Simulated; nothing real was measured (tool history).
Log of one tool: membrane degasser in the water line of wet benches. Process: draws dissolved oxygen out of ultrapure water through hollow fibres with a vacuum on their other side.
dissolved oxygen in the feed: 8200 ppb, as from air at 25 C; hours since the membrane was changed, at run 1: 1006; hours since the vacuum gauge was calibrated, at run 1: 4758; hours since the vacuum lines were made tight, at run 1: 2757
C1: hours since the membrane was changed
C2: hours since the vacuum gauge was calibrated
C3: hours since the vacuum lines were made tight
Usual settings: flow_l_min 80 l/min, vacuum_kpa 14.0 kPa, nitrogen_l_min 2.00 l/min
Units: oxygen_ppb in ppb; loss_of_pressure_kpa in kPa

run 1 day=0.000 | flow_l_min=80 vacuum_kpa=14.0 nitrogen_l_min=2.00 | C1=1006 C2=4758 C3=2757 | oxygen_ppb=869.2 loss_of_pressure_kpa=68.02
run 2 day=1.458 | flow_l_min=80 vacuum_kpa=14.0 nitrogen_l_min=2.00 | C1=1041 C2=4793 C3=2792 | oxygen_ppb=869.2 loss_of_pressure_kpa=68.46
run 3 day=2.708 | flow_l_min=80 vacuum_kpa=14.0 nitrogen_l_min=2.00 | C1=1071 C2=4823 C3=2822 | oxygen_ppb=868.7 loss_of_pressure_kpa=68.70
run 4 day=4.158 | flow_l_min=80 vacuum_kpa=14.0 nitrogen_l_min=2.00 | C1=1106 C2=4858 C3=2857 | oxygen_ppb=871.4 loss_of_pressure_kpa=68.36
run 5 day=5.321 | flow_l_min=80 vacuum_kpa=14.0 nitrogen_l_min=2.00 | C1=1134 C2=4886 C3=2885 | oxygen_ppb=868.2 loss_of_pressure_kpa=68.34
run 6 day=7.175 | flow_l_min=80 vacuum_kpa=14.0 nitrogen_l_min=2.00 | C1=1179 C2=4930 C3=2929 | oxygen_ppb=874.7 loss_of_pressure_kpa=68.40
run 7 day=9.367 | flow_l_min=80 vacuum_kpa=14.0 nitrogen_l_min=2.00 | C1=1231 C2=4983 C3=2982 | oxygen_ppb=871.0 loss_of_pressure_kpa=68.19
run 8 day=10.558 | flow_l_min=80 vacuum_kpa=9.6 nitrogen_l_min=2.00 | C1=1260 C2=5011 C3=3010 | oxygen_ppb=565.2 loss_of_pressure_kpa=68.08
run 9 day=11.808 | flow_l_min=68 vacuum_kpa=10.3 nitrogen_l_min=1.58 | C1=1290 C2=5042 C3=3041 | oxygen_ppb=613.7 loss_of_pressure_kpa=58.08
run 10 day=13.662 | flow_l_min=126 vacuum_kpa=10.8 nitrogen_l_min=5.75 | C1=1334 C2=5086 C3=3085 | oxygen_ppb=658.4 loss_of_pressure_kpa=108.15
run 11 day=14.804 | flow_l_min=126 vacuum_kpa=10.8 nitrogen_l_min=5.75 | C1=1362 C2=5113 C3=3112 | oxygen_ppb=658.6 loss_of_pressure_kpa=107.45
run 12 day=15.954 | flow_l_min=126 vacuum_kpa=10.8 nitrogen_l_min=5.75 | C1=1389 C2=5141 C3=3140 | oxygen_ppb=654.7 loss_of_pressure_kpa=107.36
run 13 day=17.775 | flow_l_min=52 vacuum_kpa=20.5 nitrogen_l_min=1.50 | C1=1433 C2=5185 C3=3184 | oxygen_ppb=1116.0 loss_of_pressure_kpa=44.41
run 14 day=19.738 | flow_l_min=52 vacuum_kpa=12.1 nitrogen_l_min=3.19 | C1=1480 C2=5232 C3=3231 | oxygen_ppb=335.3 loss_of_pressure_kpa=44.62
run 15 day=21.121 | flow_l_min=57 vacuum_kpa=21.3 nitrogen_l_min=1.09 | C1=1513 C2=5265 C3=3264 | oxygen_ppb=1552.2 loss_of_pressure_kpa=48.46
run 16 day=22.929 | flow_l_min=57 vacuum_kpa=21.3 nitrogen_l_min=1.09 | C1=1557 C2=5308 C3=3307 | oxygen_ppb=1557.5 loss_of_pressure_kpa=48.78

The same runs without the tool's hidden state, with the same run-to-run variation:
The hidden state here: membrane still open, %; true pressure behind the membrane over the reading, kPa; air that leaks in behind the membrane, l/min; drift of the gauge itself on oxygen_ppb, %; drift of the gauge itself on loss_of_pressure_kpa, %.
run=1 oxygen_ppb=858.1 loss_of_pressure_kpa=67.83
run=2 oxygen_ppb=858.0 loss_of_pressure_kpa=68.26
run=3 oxygen_ppb=857.5 loss_of_pressure_kpa=68.49
run=4 oxygen_ppb=860.0 loss_of_pressure_kpa=68.15
run=5 oxygen_ppb=856.8 loss_of_pressure_kpa=68.12
run=6 oxygen_ppb=863.2 loss_of_pressure_kpa=68.18
run=7 oxygen_ppb=859.4 loss_of_pressure_kpa=67.95
run=8 oxygen_ppb=552.8 loss_of_pressure_kpa=67.83
run=9 oxygen_ppb=601.3 loss_of_pressure_kpa=57.87
run=10 oxygen_ppb=648.0 loss_of_pressure_kpa=107.73
run=11 oxygen_ppb=648.0 loss_of_pressure_kpa=107.03
run=12 oxygen_ppb=644.1 loss_of_pressure_kpa=106.93
run=13 oxygen_ppb=1106.1 loss_of_pressure_kpa=44.23
run=14 oxygen_ppb=328.9 loss_of_pressure_kpa=44.43
run=15 oxygen_ppb=1540.3 loss_of_pressure_kpa=48.25
run=16 oxygen_ppb=1545.5 loss_of_pressure_kpa=48.57
